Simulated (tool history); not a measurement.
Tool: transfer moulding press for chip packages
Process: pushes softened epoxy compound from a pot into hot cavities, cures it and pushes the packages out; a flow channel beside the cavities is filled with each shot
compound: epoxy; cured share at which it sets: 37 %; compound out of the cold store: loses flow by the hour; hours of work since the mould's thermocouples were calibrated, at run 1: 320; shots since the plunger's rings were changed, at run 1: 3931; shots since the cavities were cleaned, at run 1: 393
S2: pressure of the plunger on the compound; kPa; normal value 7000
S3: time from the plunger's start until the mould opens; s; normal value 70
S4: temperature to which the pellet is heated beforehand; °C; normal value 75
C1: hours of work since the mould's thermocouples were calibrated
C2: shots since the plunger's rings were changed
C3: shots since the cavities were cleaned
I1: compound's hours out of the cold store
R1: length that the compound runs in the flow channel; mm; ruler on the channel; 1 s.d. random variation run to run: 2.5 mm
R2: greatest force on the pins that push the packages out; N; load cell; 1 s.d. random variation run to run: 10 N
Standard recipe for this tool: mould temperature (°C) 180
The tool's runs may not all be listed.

run 1 hour=0.0 | mould_temperature_(°C)=180 S2=7000 S3=70 S4=75 | C1=320 C2=3931 C3=393 | I1=47.6 | R1=821 R2=615
run 2 hour=16.7 | mould_temperature_(°C)=180 S2=7000 S3=72 S4=75 | C1=329 C2=4166 C3=628 | I1=46.8 | R1=826 R2=646
-- hour=21.7 cavities cleaned with cleaning compound and waxed
run 3 hour=31.7 | mould_temperature_(°C)=180 S2=7000 S3=72 S4=68 | C1=336 C2=4356 C3=140 | I1=10.5 | R1=922 R2=769
run 4 hour=60.3 | mould_temperature_(°C)=180 S2=7000 S3=72 S4=68 | C1=352 C2=4760 C3=544 | I1=16.1 | R1=906 R2=809
-- hour=72.9 cavities cleaned with cleaning compound and waxed
run 5 hour=82.7 | mould_temperature_(°C)=180 S2=7000 S3=72 S4=82 | C1=363 C2=5055 C3=137 | I1=21.0 | R1=887 R2=505
run 6 hour=102.1 | mould_temperature_(°C)=180 S2=7000 S3=72 S4=82 | C1=373 C2=5329 C3=411 | I1=44.1 | R1=820 R2=591
-- hour=124.5 cavities cleaned with cleaning compound and waxed
run 7 hour=130.8 | mould_temperature_(°C)=180 S2=7000 S3=72 S4=82 | C1=388 C2=5713 C3=89 | I1=26.4 | R1=873 R2=479
run 8 hour=145.2 | mould_temperature_(°C)=180 S2=7000 S3=70 S4=75 | C1=396 C2=5916 C3=292 | I1=18.7 | R1=886 R2=599
-- hour=152.0 cavities cleaned with cleaning compound and waxed, once more
run 9 hour=160.3 | mould_temperature_(°C)=180 S2=7000 S3=70 S4=81 | C1=403 C2=6108 C3=117 | I1=14.3 | R1=903 R2=528
-- hour=180.7 plunger's sealing rings changed
run 10 hour=182.0 | mould_temperature_(°C)=180 S2=7000 S3=70 S4=81 | C1=413 C2=18 C3=388 | I1=44.8 | R1=854 R2=583
-- hour=204.6 cavities cleaned with cleaning compound and waxed
run 11 hour=207.8 | mould_temperature_(°C)=180 S2=8430 S3=70 S4=81 | C1=426 C2=360 C3=45 | I1=33.8 | R1=969 R2=470
run 12 hour=237.6 | mould_temperature_(°C)=180 S2=7000 S3=74 S4=75 | C1=442 C2=780 C3=465 | I1=17.9 | R1=924 R2=591
-- hour=255.2 cavities cleaned with cleaning compound and waxed
run 13 hour=257.2 | mould_temperature_(°C)=180 S2=7000 S3=74 S4=75 | C1=452 C2=1036 C3=27 | I1=16.3 | R1=926 R2=426
run 14 hour=284.9 | mould_temperature_(°C)=180 S2=6270 S3=70 S4=75 | C1=467 C2=1428 C3=419 | I1=19.6 | R1=866 R2=642
-- hour=306.6 cavities cleaned with cleaning compound and waxed
run 15 hour=317.0 | mould_temperature_(°C)=178 S2=5470 S3=56 S4=74 | C1=483 C2=1859 C3=147 | I1=30.4 | R1=779 R2=983
run 16 hour=340.8 | mould_temperature_(°C)=178 S2=5470 S3=56 S4=74 | C1=496 C2=2195 C3=483 | I1=30.3 | R1=779 R2=1227
-- hour=355.9 cavities cleaned with cleaning compound and waxed
run 17 hour=361.8 | mould_temperature_(°C)=174 S2=7460 S3=70 S4=75 | C1=506 C2=2470 C3=83 | I1=16.6 | R1=957 R2=768
run 18 hour=379.1 | mould_temperature_(°C)=174 S2=7460 S3=70 S4=75 | C1=515 C2=2715 C3=328 | I1=27.4 | R1=924 R2=909
run 19 hour=401.9 | mould_temperature_(°C)=178 S2=6610 S3=107 S4=85 | C1=528 C2=3036 C3=649 | I1=36.2 | R1=834 R2=490
-- hour=406.8 cavities cleaned with cleaning compound and waxed
run 20 hour=427.2 | mould_temperature_(°C)=178 S2=6610 S3=107 S4=83 | C1=540 C2=3371 C3=287 | I1=11.9 | R1=904 R2=417
run 21 hour=453.6 | mould_temperature_(°C)=173 S2=7000 S3=70 S4=84 | C1=554 C2=3744 C3=660 | I1=30.6 | R1=878 R2=1044
-- hour=457.2 mould's thermocouples calibrated
-- hour=458.7 cavities cleaned with cleaning compound and waxed
run 22 hour=474.9 | mould_temperature_(°C)=179 S2=7850 S3=70 S4=84 | C1=9 C2=3996 C3=229 | I1=8.4 | R1=987 R2=631
run 23 hour=504.3 | mould_temperature_(°C)=179 S2=7850 S3=70 S4=84 | C1=24 C2=4410 C3=643 | I1=20.8 | R1=952 R2=760
-- hour=508.2 cavities cleaned with cleaning compound and waxed
run 24 hour=535.3 | mould_temperature_(°C)=179 S2=7850 S3=70 S4=84 | C1=40 C2=4826 C3=382 | I1=20.4 | R1=946 R2=703
-- hour=559.9 cavities cleaned with cleaning compound and waxed
run 25 hour=569.1 | mould_temperature_(°C)=179 S2=7850 S3=70 S4=84 | C1=58 C2=5282 C3=130 | I1=28.3 | R1=923 R2=562
run 26 hour=593.6 | mould_temperature_(°C)=180 S2=6370 S3=79 S4=74 | C1=71 C2=5628 C3=476 | I1=23.8 | R1=839 R2=573
-- hour=610.2 cavities cleaned with cleaning compound and waxed
run 27 hour=616.5 | mould_temperature_(°C)=182 S2=7810 S3=54 S4=74 | C1=82 C2=5930 C3=89 | I1=10.3 | R1=953 R2=883
run 28 hour=641.0 | mould_temperature_(°C)=182 S2=7810 S3=54 S4=74 | C1=95 C2=6276 C3=435 | I1=41.2 | R1=869 R2=1028

3 ways to go on from here, each from the tool as it stands after run 28. What would each give?
-- hour=650.0 plunger's sealing rings changed
-- hour=662.8 cavities cleaned with cleaning compound and waxed
run A hour=663.3 | mould_temperature_(°C)=182 S2=7350 S3=52 S4=72 | C1=105 C2=165 C3=6 | I1=14.2 | R1=? R2=?
-- hour=650.0 plunger's sealing rings changed
-- hour=662.8 cavities cleaned with cleaning compound and waxed
run B hour=663.3 | mould_temperature_(°C)=186 S2=8470 S3=51 S4=75 | C1=105 C2=165 C3=6 | I1=31.1 | R1=? R2=?
-- hour=650.0 plunger's sealing rings changed
-- hour=662.8 cavities cleaned with cleaning compound and waxed
run C hour=663.3 | mould_temperature_(°C)=174 S2=7810 S3=79 S4=77 | C1=105 C2=165 C3=6 | I1=46.6 | R1=? R2=?

run=A R1=961 R2=873
run=B R1=973 R2=690
run=C R1=911 R2=490
Without the tool's hidden state the same runs would have given:
run=A R1=964 R2=888
run=B R1=976 R2=704
run=C R1=914 R2=499
